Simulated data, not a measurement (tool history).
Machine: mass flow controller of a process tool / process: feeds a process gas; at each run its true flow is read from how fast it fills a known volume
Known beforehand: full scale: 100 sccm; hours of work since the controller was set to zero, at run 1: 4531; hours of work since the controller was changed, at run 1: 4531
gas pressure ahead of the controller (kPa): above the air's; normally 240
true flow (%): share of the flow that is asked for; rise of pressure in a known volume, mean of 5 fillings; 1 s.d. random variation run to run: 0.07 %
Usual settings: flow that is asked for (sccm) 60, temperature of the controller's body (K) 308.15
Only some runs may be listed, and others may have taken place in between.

run      day  flow that is asked for (sccm)  gas pressure ahead of the controller (kPa)  temperature of the controller's body (K)  hours of work since the controller was set to zero  hours of work since the controller was changed  true flow (%)
  1    0.000                             60                                         240                                    308.15                                                4531                                            4531          99.32
  2    6.562                             60                                         210                                    308.15                                                4641                                            4641          99.41
  3   13.200                             60                                         240                                    308.15                                                4752                                            4752          99.24
  4   16.812                             60                                         240                                    296.15                                                4813                                            4813         100.20
  5   23.162                             60                                         240                                    296.15                                                4919                                            4919         100.40
  6   28.804                             60                                         200                                    296.15                                                5014                                            5014         100.34
  7   33.971                             60                                         183                                    296.15                                                5101                                            5101         100.38
  8   40.771                             60                                         183                                    296.15                                                5215                                            5215         100.48
  9   49.100                             60                                         275                                    296.15                                                5355                                            5355         100.76
 10   55.962                             60                                         275                                    296.15                                                5470                                            5470         100.77
 11   59.888                             60                                         275                                    296.15                                                5536                                            5536         101.08
 12   65.412                             60                                         275                                    296.15                                                5629                                            5629         100.95
 13   73.362                             60                                         240                                    298.15                                                5762                                            5762         101.04
 14   80.038                             60                                         240                                    298.15                                                5874                                            5874         101.02
 15   84.421                             60                                         240                                    308.15                                                5948                                            5948         100.38
 16   91.029                             11                                         240                                    294.15                                                6059                                            6059         101.23
 17   98.638                             11                                         240                                    294.15                                                6186                                            6186         101.45
 18  102.296                             33                                         259                                    301.15                                                6248                                            6248         101.17
 19  109.138                             33                                         259                                    301.15                                                6363                                            6363         101.16
 20  116.671                             66                                         235                                    308.15                                                6489                                            6489         100.99
 21  122.958                             66                                         235                                    308.15                                                6595                                            6595         100.98
 22  127.429                             60                                         240                                    296.15                                                6670                                            6670         101.88
 23  131.629                             60                                         147                                    296.15                                                6740                                            6740         101.82
 24  136.454                             60                                         233                                    300.15                                                6821                                            6821         101.59
 25  144.204                             60                                         233                                    300.15                                                6951                                            6951         101.76
 26  149.392                             60                                         233                                    300.15                                                7039                                            7039         101.78
 27  155.025                             60                                         233                                    300.15                                                7133                                            7133         102.20

Run 28 comes next. What will it give?
 28  162.750                             60                                         233                                    300.15                                                7263                                            7263              ?

{"run 28": {"true flow (%)": 102.14}}
With the hidden condition absent and the run-to-run variation left alone, this run would have shown true flow (%) 99.78.

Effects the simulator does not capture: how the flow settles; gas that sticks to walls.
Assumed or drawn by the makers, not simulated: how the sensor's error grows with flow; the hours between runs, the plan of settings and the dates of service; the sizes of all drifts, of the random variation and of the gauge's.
